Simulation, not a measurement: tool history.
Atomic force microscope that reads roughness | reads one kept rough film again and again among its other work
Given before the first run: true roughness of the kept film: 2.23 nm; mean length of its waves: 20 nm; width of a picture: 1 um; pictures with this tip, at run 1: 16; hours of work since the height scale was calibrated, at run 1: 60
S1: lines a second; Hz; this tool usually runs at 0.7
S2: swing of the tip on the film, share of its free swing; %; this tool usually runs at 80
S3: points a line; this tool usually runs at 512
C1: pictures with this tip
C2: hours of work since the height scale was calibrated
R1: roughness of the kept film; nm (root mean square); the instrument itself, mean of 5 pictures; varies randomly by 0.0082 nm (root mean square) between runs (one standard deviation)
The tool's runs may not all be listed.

run   hour     S1  S2   S3   C1   C2     R1
  1      0    0.7  80  512   16   60  1.745
  2   15.1    0.7  80  512   45   69  1.668
  3   31.9    0.7  80  512   77   78  1.576
  4   39.6    0.7  80  512   92   83  1.546
  5   53.9    0.7  80  512  119   91  1.485
  6   61.9    0.7  80  512  135   95  1.447
  7   75.6    0.7  80  512  161  103  1.388
  8   83.9    0.7  80  512  177  108  1.357
  9     98    0.7  80  512  204  116  1.307
 10  107.6    0.7  80  512  222  121  1.294
     111.8  -- new tip fitted
 11  116.6    0.7  80  512   10  126  1.778
 12  132.9    0.7  80  481   41  135  1.695
 13  146.7    0.7  80  481   67  143    1.6
 14    158    0.7  80  481   89  150  1.556
 15  170.6    0.7  80  481  113  157  1.488
 16  184.3    0.7  58  481  139  165  1.505
 17  191.7    0.7  58  481  154  169   1.46
 18  208.1    0.7  80  512  185  178  1.354
 19  225.7    0.7  80  512  219  188  1.297
     231.7  -- new tip fitted
 20  243.1    0.7  80  512   22  198  1.716
 21    260    0.7  80  512   54  207  1.637
 22  270.9    0.7  80  512   75  214  1.571
 23  284.4  0.781  87  512  101  221  1.467
 24  301.3  0.781  87  512  133  231    1.4
 25  316.6  2.457  57  642  163  240  1.405
 26  330.6  2.457  57  725  189  248  1.362
 27  342.5  1.361  59  284  212  254  1.318
     351.7  -- new tip fitted
 28  357.6  1.361  59  958   11  263  1.801
 29  372.4  1.361  59  958   40  271  1.716
 30    380  3.371  71  958   54  275  1.479
 31  396.8  3.371  89  958   87  285  1.148
 32    414  1.004  77  317  120  295  1.444
 33  427.6  1.004  77  317  146  302  1.386
 34  437.9  1.004  77  317  165  308  1.356
 35  445.3  0.542  77  317  180  313  1.359
 36  453.5  3.086  56  963  195  317  1.339
 37  465.4    0.7  71  512  218  324  1.315
     471.9  -- new tip fitted
 38    475    0.7  71  512    6  329  1.829
 39  492.4    0.7  80  654   39  339  1.695
 40  503.5  1.216  59  512   60  345  1.669
 41  512.1  0.522  87  512   77  350  1.576
 42  524.5  1.228  87  512  101  357    1.4
 43  538.4    0.7  80  677  127  365  1.466

Pick out some run-to-run changes in R1. Of each, how much would a tool without hidden state show as well, from the settings, what came in and chance, and how much is left for the hidden state and any gauge scatter not in both results compared?
Hidden conditions of the tool in this case: radius of the tip, nm; height scale over the true one, %; drift of the gauge itself on roughness_nm, %.
Run 10 -> 11: new tip fitted. R1 +0.484 nm (root mean square): hidden state +0.48, all else +0.004.
Run 27 -> 28: S3 284 -> 958, new tip fitted. R1 +0.483 nm (root mean square): hidden state +0.46, all else +0.023.
Run 37 -> 38: new tip fitted. R1 +0.514 nm (root mean square): hidden state +0.49, all else +0.024.
